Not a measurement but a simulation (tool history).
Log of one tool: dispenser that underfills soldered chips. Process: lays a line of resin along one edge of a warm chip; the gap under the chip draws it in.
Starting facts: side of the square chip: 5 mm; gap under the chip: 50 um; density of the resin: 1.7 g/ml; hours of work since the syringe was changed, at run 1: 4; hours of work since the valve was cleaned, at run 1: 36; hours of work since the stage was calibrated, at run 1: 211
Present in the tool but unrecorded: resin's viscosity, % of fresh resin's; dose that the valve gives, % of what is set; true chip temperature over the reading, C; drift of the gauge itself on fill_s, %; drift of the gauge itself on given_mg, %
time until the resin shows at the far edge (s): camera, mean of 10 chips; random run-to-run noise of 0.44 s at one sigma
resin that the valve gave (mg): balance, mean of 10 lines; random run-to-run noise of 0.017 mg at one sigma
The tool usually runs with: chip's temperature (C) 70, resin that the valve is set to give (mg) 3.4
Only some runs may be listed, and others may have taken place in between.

run   hour  chip's temperature (C)  resin that the valve is set to give (mg)  hours of work since the syringe was changed  hours of work since the valve was cleaned  hours of work since the stage was calibrated  time until the resin shows at the far edge (s)  resin that the valve gave (mg)
  1      0                      70                                       3.4                                            4                                         36                                           211                                            45.6                            3.28
       5.1  -- new syringe of resin
  2    8.4                      70                                       3.4                                            2                                         42                                           217                                            40.3                            3.27
  3   14.9                      70                                      3.93                                            7                                         47                                           221                                            55.4                            3.77
      15.8  -- new syringe of resin
      17.7  -- dispensing valve cleaned and set on the balance
  4   21.6                      70                                      3.93                                            4                                          3                                           226                                            42.6                             3.9
      27.4  -- new syringe of resin
  5   27.7                      70                                       4.3                                            0                                          7                                           230                                            33.8                            4.26
  6   36.3                      70                                       4.3                                            7                                         14                                           236                                            53.2                            4.21
      38.2  -- new syringe of resin
  7   44.3                      70                                       4.3                                            4                                         19                                           242                                            46.9                             4.2
      49.2  -- new syringe of resin
  8     52                      70                                      4.15                                            2                                         25                                           247                                            37.9                            4.05
      60.3  -- new syringe of resin
  9   61.5                      70                                      4.15                                            1                                         32                                           254                                            35.8                               4
 10   67.7                      70                                      4.15                                            5                                         36                                           259                                            49.3                            3.99
      71.6  -- new syringe of resin
 11     76                      70                                      4.15                                            3                                         42                                           265                                            42.4                            3.98
      82.6  -- new syringe of resin
      85.1  -- dispensing valve cleaned and set on the balance
 12   85.6                      70                                      4.15                                            1                                          0                                           271                                              37                            4.16
 13   89.6                      70                                      4.15                                            4                                          3                                           274                                            46.4                            4.14
      94.3  -- new syringe of resin
 14   98.8                      70                                      3.68                                            3                                         10                                           280                                            42.8                            3.66
     104.9  -- new syringe of resin
 15  106.1                      70                                      3.68                                            1                                         15                                           286                                            36.8                            3.59
 16  110.7                      65                                      3.37                                            4                                         19                                           289                                            55.3                            3.33
     115.7  -- new syringe of resin
 17  115.7                      70                                      3.19                                            0                                         22                                           293                                            35.3                            3.15
 18  122.2                      70                                      3.19                                            5                                         27                                           297                                            47.9                             3.1
     126.6  -- new syringe of resin
 19  129.9                      62                                      3.85                                            2                                         32                                           303                                            52.4                            3.71
 20    135                      66                                      3.03                                            6                                         36                                           307                                            62.7                            2.89
     137.5  -- new syringe of resin
 21    142                      55                                      3.77                                            3                                         41                                           312                                            76.6                            3.61
 22  146.2                      62                                       3.3                                            6                                         44                                           315                                            73.1                            3.17
     148.6  -- new syringe of resin
     152.7  -- dispensing valve cleaned and set on the balance
 23  155.4                      57                                      3.09                                            4                                          2                                           321                                            76.9                            3.09
     160.5  -- new syringe of resin
 24  162.3                      72                                      3.77                                            1                                          7                                           325                                              34                            3.73
 25    169                      77                                      3.08                                            6                                         12                                           330                                            41.6                            3.07
       171  -- new syringe of resin
 26    178                      80                                      2.97                                            5                                         18                                           337                                            35.6                            2.98

Take each entry between the runs: how does the hidden state at the last listed run before it differ from the hidden state at the first listed run after it?
Logged between run 1 and run 2: new syringe of resin (hour 5.1)
  resin's viscosity, % of fresh resin's: 135.1 -> 118.2; dose that the valve gives, % of what is set: 96.66 -> 96.11; true chip temperature over the reading, C: -0.99 -> -1.01
  measured result minus the result with no hidden state, time until the resin shows at the far edge (s): +13.1 -> +7.6; resin that the valve gave (mg): -0.11 -> -0.13
Logged between run 3 and run 4: new syringe of resin (hour 15.8); dispensing valve cleaned and set on the balance (hour 17.7)
  resin's viscosity, % of fresh resin's: 165.9 -> 126.6; dose that the valve gives, % of what is set: 95.68 -> 99.47; true chip temperature over the reading, C: -1.03 -> -1.04
  measured result minus the result with no hidden state, time until the resin shows at the far edge (s): +23.2 -> +10.2; resin that the valve gave (mg): -0.16 -> -0.02
Logged between run 4 and run 5: new syringe of resin (hour 27.4)
  resin's viscosity, % of fresh resin's: 126.6 -> 101.4; dose that the valve gives, % of what is set: 99.47 -> 99.04; true chip temperature over the reading, C: -1.04 -> -1.06
  measured result minus the result with no hidden state, time until the resin shows at the far edge (s): +10.2 -> +1.7; resin that the valve gave (mg): -0.02 -> -0.04
Logged between run 6 and run 7: new syringe of resin (hour 38.2)
  resin's viscosity, % of fresh resin's: 159.3 -> 140; dose that the valve gives, % of what is set: 98.41 -> 97.85; true chip temperature over the reading, C: -1.08 -> -1.1
  measured result minus the result with no hidden state, time until the resin shows at the far edge (s): +21.1 -> +14.6; resin that the valve gave (mg): -0.07 -> -0.09
Logged between run 7 and run 8: new syringe of resin (hour 49.2)
  resin's viscosity, % of fresh resin's: 140 -> 116; dose that the valve gives, % of what is set: 97.85 -> 97.3; true chip temperature over the reading, C: -1.1 -> -1.12
  measured result minus the result with no hidden state, time until the resin shows at the far edge (s): +14.6 -> +6.7; resin that the valve gave (mg): -0.09 -> -0.11
Logged between run 8 and run 9: new syringe of resin (hour 60.3)
  resin's viscosity, % of fresh resin's: 116 -> 106.7; dose that the valve gives, % of what is set: 97.3 -> 96.6; true chip temperature over the reading, C: -1.12 -> -1.14
  measured result minus the result with no hidden state, time until the resin shows at the far edge (s): +6.7 -> +3.6; resin that the valve gave (mg): -0.11 -> -0.14
Logged between run 10 and run 11: new syringe of resin (hour 71.6)
  resin's viscosity, % of fresh resin's: 147.9 -> 125; dose that the valve gives, % of what is set: 96.17 -> 95.61; true chip temperature over the reading, C: -1.15 -> -1.18
  measured result minus the result with no hidden state, time until the resin shows at the far edge (s): +17.4 -> +10; resin that the valve gave (mg): -0.16 -> -0.18
Logged between run 11 and run 12: new syringe of resin (hour 82.6); dispensing valve cleaned and set on the balance (hour 85.1)
  resin's viscosity, % of fresh resin's: 125 -> 111.5; dose that the valve gives, % of what is set: 95.61 -> 99.94; true chip temperature over the reading, C: -1.18 -> -1.2
  measured result minus the result with no hidden state, time until the resin shows at the far edge (s): +10 -> +5.1; resin that the valve gave (mg): -0.18 -> +0
Logged between run 13 and run 14: new syringe of resin (hour 94.3)
  resin's viscosity, % of fresh resin's: 137.4 -> 126.7; dose that the valve gives, % of what is set: 99.63 -> 99.03; true chip temperature over the reading, C: -1.21 -> -1.23
  measured result minus the result with no hidden state, time until the resin shows at the far edge (s): +14.1 -> +10.4; resin that the valve gave (mg): -0.01 -> -0.04
Logged between run 14 and run 15: new syringe of resin (hour 104.9)
  resin's viscosity, % of fresh resin's: 126.7 -> 107.6; dose that the valve gives, % of what is set: 99.03 -> 98.52; true chip temperature over the reading, C: -1.23 -> -1.25
  measured result minus the result with no hidden state, time until the resin shows at the far edge (s): +10.4 -> +4.1; resin that the valve gave (mg): -0.04 -> -0.05
Logged between run 16 and run 17: new syringe of resin (hour 115.7)
  resin's viscosity, % of fresh resin's: 137 -> 101.4; dose that the valve gives, % of what is set: 98.18 -> 97.82; true chip temperature over the reading, C: -1.26 -> -1.27
  measured result minus the result with no hidden state, time until the resin shows at the far edge (s): +16.9 -> +2.2; resin that the valve gave (mg): -0.06 -> -0.07
Logged between run 18 and run 19: new syringe of resin (hour 126.6)
  resin's viscosity, % of fresh resin's: 142.4 -> 116.5; dose that the valve gives, % of what is set: 97.37 -> 96.87; true chip temperature over the reading, C: -1.29 -> -1.31
  measured result minus the result with no hidden state, time until the resin shows at the far edge (s): +16.2 -> +9.8; resin that the valve gave (mg): -0.08 -> -0.12
Logged between run 20 and run 21: new syringe of resin (hour 137.5)
  resin's viscosity, % of fresh resin's: 152 -> 127.7; dose that the valve gives, % of what is set: 96.51 -> 96.02; true chip temperature over the reading, C: -1.32 -> -1.34
  measured result minus the result with no hidden state, time until the resin shows at the far edge (s): +23.8 -> +20; resin that the valve gave (mg): -0.11 -> -0.15
Logged between run 22 and run 23: new syringe of resin (hour 148.6); dispensing valve cleaned and set on the balance (hour 152.7)
  resin's viscosity, % of fresh resin's: 158.7 -> 137.5; dose that the valve gives, % of what is set: 95.72 -> 99.84; true chip temperature over the reading, C: -1.35 -> -1.37
  measured result minus the result with no hidden state, time until the resin shows at the far edge (s): +29.6 -> +23.9; resin that the valve gave (mg): -0.14 -> -0.01
Logged between run 23 and run 24: new syringe of resin (hour 160.5)
  resin's viscosity, % of fresh resin's: 137.5 -> 109.1; dose that the valve gives, % of what is set: 99.84 -> 99.37; true chip temperature over the reading, C: -1.37 -> -1.39
  measured result minus the result with no hidden state, time until the resin shows at the far edge (s): +23.9 -> +4.3; resin that the valve gave (mg): -0.01 -> -0.03
Logged between run 25 and run 26: new syringe of resin (hour 171)
  resin's viscosity, % of fresh resin's: 155.1 -> 143.8; dose that the valve gives, % of what is set: 98.92 -> 98.4; true chip temperature over the reading, C: -1.4 -> -1.43
  measured result minus the result with no hidden state, time until the resin shows at the far edge (s): +16.2 -> +12.1; resin that the valve gave (mg): -0.03 -> -0.05
